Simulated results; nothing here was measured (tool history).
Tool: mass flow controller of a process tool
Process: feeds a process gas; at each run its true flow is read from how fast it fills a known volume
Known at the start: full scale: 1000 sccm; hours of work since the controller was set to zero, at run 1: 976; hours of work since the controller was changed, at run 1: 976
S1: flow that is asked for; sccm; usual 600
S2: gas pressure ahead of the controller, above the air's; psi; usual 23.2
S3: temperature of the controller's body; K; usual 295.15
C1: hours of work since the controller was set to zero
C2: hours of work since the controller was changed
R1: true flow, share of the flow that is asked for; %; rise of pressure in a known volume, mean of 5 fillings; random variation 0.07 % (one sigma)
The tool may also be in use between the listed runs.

run	hour	S1	S2	S3	C1	C2	R1
1	0	600	23.2	295.15	976	976	99.78
2	219.9	600	23.2	295.15	1091	1091	99.88
3	454.2	600	23.2	295.15	1214	1214	99.85
4	916	600	23.2	295.15	1456	1456	100.06
5	1337.4	600	23.2	295.15	1677	1677	100.29
6	1698.5	140	23.2	295.15	1866	1866	100.95
7	2110.8	140	23.2	295.15	2082	2082	101.14
8	2368.3	600	23.2	295.15	2217	2217	100.61
9	2821.8	600	21	295.15	2455	2455	100.49
10	3132.7	600	21	295.15	2618	2618	100.67
11	3522.7	216	25.7	312.15	2822	2822	99.43
12	3941.7	139	23.2	295.15	3042	3042	102.72
# hour 3970.9: controller's zero set anew
13	4355.2	139	23.2	295.15	201	3258	103.48
14	4634.4	917	22.2	306.15	348	3405	100.55
15	5072.9	917	22.2	306.15	578	3634	100.66
16	5297.7	256	23.2	307.15	695	3752	100.96
17	5539.6	109	27.4	295.15	822	3879	106.04
18	5767.6	303	22.3	295.15	942	3998	102.25
19	6005.4	898	27.3	295.15	1066	4123	102.4

Hidden state at the last listed run before each entry between runs and at the first one after, where it differs:
Between runs 12 and 13: controller's zero set anew (hour 3970.9)
  flow at rest that the sensor doesn't see, % of full scale: 0.521 -> 0.628; true flow over the shown one, %: 1.18 -> 1.24
  measured less the result without the state, R1: +4.93 -> +5.76 %

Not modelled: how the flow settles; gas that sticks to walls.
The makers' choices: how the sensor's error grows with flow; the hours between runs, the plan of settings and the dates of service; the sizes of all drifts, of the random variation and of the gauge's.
